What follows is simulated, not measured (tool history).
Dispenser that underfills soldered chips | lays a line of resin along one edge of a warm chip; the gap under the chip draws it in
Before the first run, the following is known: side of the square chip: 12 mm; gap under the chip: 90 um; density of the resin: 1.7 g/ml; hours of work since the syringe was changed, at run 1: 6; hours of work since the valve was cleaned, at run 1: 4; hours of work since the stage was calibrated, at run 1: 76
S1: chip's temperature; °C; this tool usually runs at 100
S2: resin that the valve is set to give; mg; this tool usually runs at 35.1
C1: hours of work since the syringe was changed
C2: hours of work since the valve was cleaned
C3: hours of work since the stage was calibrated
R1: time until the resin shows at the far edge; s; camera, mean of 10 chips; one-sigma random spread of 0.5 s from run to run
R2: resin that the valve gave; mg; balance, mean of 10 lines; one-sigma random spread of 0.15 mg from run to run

run,hour,S1,S2,C1,C2,C3,R1,R2
1,0,100,35.1,6,4,76,65.2,35.24
# hour 0.5: new syringe of resin
2,3.4,103,35.1,2,7,79,42.2,35.04
3,6.5,103,35.1,4,9,81,50.4,34.62
# hour 9.1: new syringe of resin
4,9.3,103,35.1,0,11,83,35.8,34.9
5,11.3,103,35.1,2,12,84,40,34.64
6,14.6,100,35.1,4,14,87,55.2,35.11
7,17.1,100,35.1,6,16,88,65,34.71
# hour 17.8: new syringe of resin
8,19.3,100,35.1,1,18,90,41.6,34.79
9,21.4,100,36,3,19,91,48.7,35.69
10,23.9,100,31.3,4,21,93,57.8,31.02
11,25.8,107,39.9,6,22,95,46.1,39.3

Across each entry between runs, compare the hidden state at the last listed run before it with the hidden state at the first listed run after it:
From run 1 to run 2: new syringe of resin (hour 0.5)
  resin's viscosity, % of fresh resin's: 162.1 -> 120.4; dose that the valve gives, % of what is set: 99.89 -> 99.72; true chip temperature over the reading, C: -0.01 -> 0
  measured minus no-state result, R1: +25 -> +7.1 s; R2: -0.04 -> -0.1 mg
From run 3 to run 4: new syringe of resin (hour 9.1)
  resin's viscosity, % of fresh resin's: 145.1 -> 102.4; dose that the valve gives, % of what is set: 99.55 -> 99.42
  measured minus no-state result, R1: +15.7 -> +0.9 s; R2: -0.16 -> -0.2 mg
From run 7 to run 8: new syringe of resin (hour 17.8)
  resin's viscosity, % of fresh resin's: 163.8 -> 108.4; dose that the valve gives, % of what is set: 99.04 -> 98.94
  measured minus no-state result, R1: +25.4 -> +3.2 s; R2: -0.34 -> -0.37 mg

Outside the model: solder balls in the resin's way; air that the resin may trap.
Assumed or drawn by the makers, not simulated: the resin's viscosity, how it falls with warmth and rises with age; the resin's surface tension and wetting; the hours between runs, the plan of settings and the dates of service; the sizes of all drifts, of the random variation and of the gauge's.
